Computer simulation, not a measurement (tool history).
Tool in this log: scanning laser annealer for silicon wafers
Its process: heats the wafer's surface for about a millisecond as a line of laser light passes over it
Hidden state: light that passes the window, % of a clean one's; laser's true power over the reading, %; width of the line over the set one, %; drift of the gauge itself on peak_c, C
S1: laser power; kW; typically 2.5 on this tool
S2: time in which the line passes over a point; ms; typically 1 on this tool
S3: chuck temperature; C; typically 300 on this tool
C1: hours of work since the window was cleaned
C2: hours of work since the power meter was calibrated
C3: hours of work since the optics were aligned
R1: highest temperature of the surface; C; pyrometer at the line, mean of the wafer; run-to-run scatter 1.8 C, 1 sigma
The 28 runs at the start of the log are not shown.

| run | hour | S1 | S2 | S3 | C1 | C2 | C3 | R1 |
|---|---|---|---|---|---|---|---|---|
|  | 1543.1 | window over the wafer cleaned |
| 29 | 1574.2 | 2.682 | 0.75 | 300 | 15 | 1546 | 1172 | 997 |
| 30 | 1651.9 | 2.46 | 0.75 | 300 | 54 | 1584 | 1210 | 932 |
| 31 | 1715.3 | 2.35 | 0.99 | 300 | 85 | 1615 | 1241 | 984 |
| 32 | 1766.6 | 2.47 | 0.86 | 299 | 110 | 1641 | 1266 | 972 |
| 33 | 1836.8 | 2.5 | 1 | 275 | 145 | 1675 | 1301 | 1005 |
| 34 | 1873.9 | 2.5 | 1 | 275 | 163 | 1694 | 1319 | 1005 |
| 35 | 1943 | 2.5 | 1 | 275 | 197 | 1728 | 1353 | 1001 |
| 36 | 1992.3 | 2.5 | 1 | 275 | 222 | 1752 | 1378 | 997 |
| 37 | 2061.5 | 2.324 | 1.15 | 275 | 256 | 1786 | 1412 | 989 |
| 38 | 2140.3 | 2.299 | 0.73 | 286 | 295 | 1825 | 1451 | 847 |
| 39 | 2211.9 | 2.5 | 0.88 | 300 | 330 | 1860 | 1486 | 972 |
| 40 | 2272.5 | 2.5 | 1.01 | 328 | 360 | 1890 | 1516 | 1045 |
| 41 | 2349.5 | 2.5 | 1.01 | 328 | 398 | 1928 | 1554 | 1040 |

4 options for the next run, each taken on its own from the tool as it stands now. Forecast them:
| A | 2404.1 | 2.599 | 1.02 | 280 | 425 | 1955 | 1581 | ? |
| B | 2404.1 | 2.5 | 1.05 | 288 | 425 | 1955 | 1581 | ? |
| C | 2404.1 | 2.465 | 0.75 | 329 | 425 | 1955 | 1581 | ? |
| D | 2404.1 | 2.207 | 1.01 | 328 | 425 | 1955 | 1581 | ? |

| run | R1 |
|---|---|
| A | 1022 |
| B | 1013 |
| C | 933 |
| D | 945 |
What these runs would have given with no unlogged condition in the tool:
| run | R1 |
|---|---|
| A | 1079 |
| B | 1068 |
| C | 980 |
| D | 992 |
